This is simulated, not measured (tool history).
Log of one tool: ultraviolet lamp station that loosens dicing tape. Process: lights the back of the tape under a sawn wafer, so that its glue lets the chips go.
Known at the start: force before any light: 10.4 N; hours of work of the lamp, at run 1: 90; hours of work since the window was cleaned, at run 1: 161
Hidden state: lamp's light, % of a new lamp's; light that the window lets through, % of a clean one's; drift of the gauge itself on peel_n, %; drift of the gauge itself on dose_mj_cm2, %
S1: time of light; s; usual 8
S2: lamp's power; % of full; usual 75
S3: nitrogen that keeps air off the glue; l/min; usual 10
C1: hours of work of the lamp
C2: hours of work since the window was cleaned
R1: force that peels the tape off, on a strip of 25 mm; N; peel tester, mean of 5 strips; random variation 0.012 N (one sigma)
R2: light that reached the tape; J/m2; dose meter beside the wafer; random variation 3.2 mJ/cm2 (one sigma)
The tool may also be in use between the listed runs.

{"run": 1, "hour": 0.0, "S1": 8, "S2": 75, "S3": 10, "C1": 90, "C2": 161, "R1": 0.655, "R2": 4720}
{"run": 2, "hour": 4.3, "S1": 8, "S2": 75, "S3": 10, "C1": 93, "C2": 163, "R1": 0.639, "R2": 4730}
{"run": 3, "hour": 8.8, "S1": 8, "S2": 94, "S3": 10, "C1": 96, "C2": 166, "R1": 0.384, "R2": 5870}
{"run": 4, "hour": 17.6, "S1": 8, "S2": 94, "S3": 10, "C1": 102, "C2": 172, "R1": 0.414, "R2": 5880}
{"run": 5, "hour": 22.0, "S1": 8, "S2": 94, "S3": 10, "C1": 104, "C2": 175, "R1": 0.385, "R2": 5850}
{"run": 6, "hour": 29.5, "S1": 8, "S2": 94, "S3": 10, "C1": 109, "C2": 179, "R1": 0.393, "R2": 5760}
{"run": 7, "hour": 35.8, "S1": 8, "S2": 91, "S3": 10, "C1": 113, "C2": 183, "R1": 0.43, "R2": 5620}
{"run": 8, "hour": 41.1, "S1": 8, "S2": 91, "S3": 10, "C1": 116, "C2": 187, "R1": 0.433, "R2": 5640}
{"run": 9, "hour": 45.6, "S1": 14, "S2": 75, "S3": 10, "C1": 119, "C2": 189, "R1": 0.222, "R2": 8140}
{"run": 10, "hour": 53.6, "S1": 8, "S2": 75, "S3": 4, "C1": 124, "C2": 195, "R1": 1.489, "R2": 4630}
{"run": 11, "hour": 59.2, "S1": 8, "S2": 75, "S3": 4, "C1": 128, "C2": 198, "R1": 1.45, "R2": 4600}
{"run": 12, "hour": 63.7, "S1": 8, "S2": 75, "S3": 10, "C1": 131, "C2": 201, "R1": 0.661, "R2": 4570}
{"run": 13, "hour": 69.9, "S1": 8, "S2": 75, "S3": 10, "C1": 135, "C2": 205, "R1": 0.679, "R2": 4610}
{"run": 14, "hour": 74.3, "S1": 8, "S2": 75, "S3": 10, "C1": 137, "C2": 208, "R1": 0.686, "R2": 4550}
{"run": 15, "hour": 80.3, "S1": 8, "S2": 75, "S3": 10, "C1": 141, "C2": 211, "R1": 0.685, "R2": 4580}
{"run": 16, "hour": 86.7, "S1": 8, "S2": 75, "S3": 10, "C1": 145, "C2": 215, "R1": 0.696, "R2": 4530}
{"run": 17, "hour": 94.4, "S1": 8, "S2": 75, "S3": 10, "C1": 150, "C2": 220, "R1": 0.684, "R2": 4560}
{"run": 18, "hour": 101.3, "S1": 8, "S2": 75, "S3": 10, "C1": 154, "C2": 225, "R1": 0.686, "R2": 4520}
{"run": 19, "hour": 109.2, "S1": 8, "S2": 75, "S3": 10, "C1": 159, "C2": 230, "R1": 0.707, "R2": 4490}
{"run": 20, "hour": 116.3, "S1": 6, "S2": 75, "S3": 8, "C1": 164, "C2": 234, "R1": 1.499, "R2": 3410}
{"run": 21, "hour": 123.4, "S1": 6, "S2": 75, "S3": 8, "C1": 168, "C2": 239, "R1": 1.507, "R2": 3370}
{"run": 22, "hour": 129.5, "S1": 6, "S2": 75, "S3": 8, "C1": 172, "C2": 242, "R1": 1.495, "R2": 3410}
{"run": 23, "hour": 134.5, "S1": 6, "S2": 75, "S3": 8, "C1": 175, "C2": 246, "R1": 1.536, "R2": 3360}
{"run": 24, "hour": 141.6, "S1": 5, "S2": 66, "S3": 4, "C1": 180, "C2": 250, "R1": 3.584, "R2": 2450}
{"hour": 145.9, "done": "window cleaned of glue's vapour"}
{"run": 25, "hour": 149.0, "S1": 5, "S2": 83, "S3": 7, "C1": 184, "C2": 2, "R1": 1.822, "R2": 3290}
{"run": 26, "hour": 154.5, "S1": 9, "S2": 75, "S3": 4, "C1": 188, "C2": 5, "R1": 1.07, "R2": 5460}
{"run": 27, "hour": 162.9, "S1": 7, "S2": 84, "S3": 10, "C1": 193, "C2": 11, "R1": 0.662, "R2": 4700}
{"run": 28, "hour": 171.8, "S1": 6, "S2": 65, "S3": 6, "C1": 198, "C2": 16, "R1": 2.156, "R2": 3130}
{"run": 29, "hour": 176.5, "S1": 5, "S2": 77, "S3": 17, "C1": 201, "C2": 19, "R1": 1.096, "R2": 3040}
{"run": 30, "hour": 183.1, "S1": 14, "S2": 81, "S3": 5, "C1": 206, "C2": 24, "R1": 0.311, "R2": 9000}
{"run": 31, "hour": 189.7, "S1": 14, "S2": 81, "S3": 5, "C1": 210, "C2": 28, "R1": 0.299, "R2": 9000}
{"run": 32, "hour": 195.5, "S1": 8, "S2": 75, "S3": 15, "C1": 213, "C2": 31, "R1": 0.472, "R2": 4760}
{"run": 33, "hour": 201.1, "S1": 8, "S2": 75, "S3": 15, "C1": 217, "C2": 35, "R1": 0.438, "R2": 4780}
{"run": 34, "hour": 205.3, "S1": 4, "S2": 75, "S3": 16, "C1": 220, "C2": 37, "R1": 1.728, "R2": 2330}
{"run": 35, "hour": 213.1, "S1": 12, "S2": 75, "S3": 4, "C1": 225, "C2": 42, "R1": 0.596, "R2": 7030}
{"run": 36, "hour": 217.1, "S1": 8, "S2": 62, "S3": 3, "C1": 227, "C2": 45, "R1": 2.386, "R2": 3890}
{"run": 37, "hour": 224.8, "S1": 8, "S2": 61, "S3": 15, "C1": 232, "C2": 50, "R1": 0.727, "R2": 3830}

How the hidden state differs across the entries between the runs, from the last listed run before each to the first after it:
Between runs 24 and 25: window cleaned of glue's vapour (hour 145.9)
  lamp's light, % of a new lamp's: 95.7 -> 95.6; light that the window lets through, % of a clean one's: 92.7 -> 99.8
  measured less the result without the state, R1: +0.445 -> +0.142 N; R2: -310 -> -170 J/m2

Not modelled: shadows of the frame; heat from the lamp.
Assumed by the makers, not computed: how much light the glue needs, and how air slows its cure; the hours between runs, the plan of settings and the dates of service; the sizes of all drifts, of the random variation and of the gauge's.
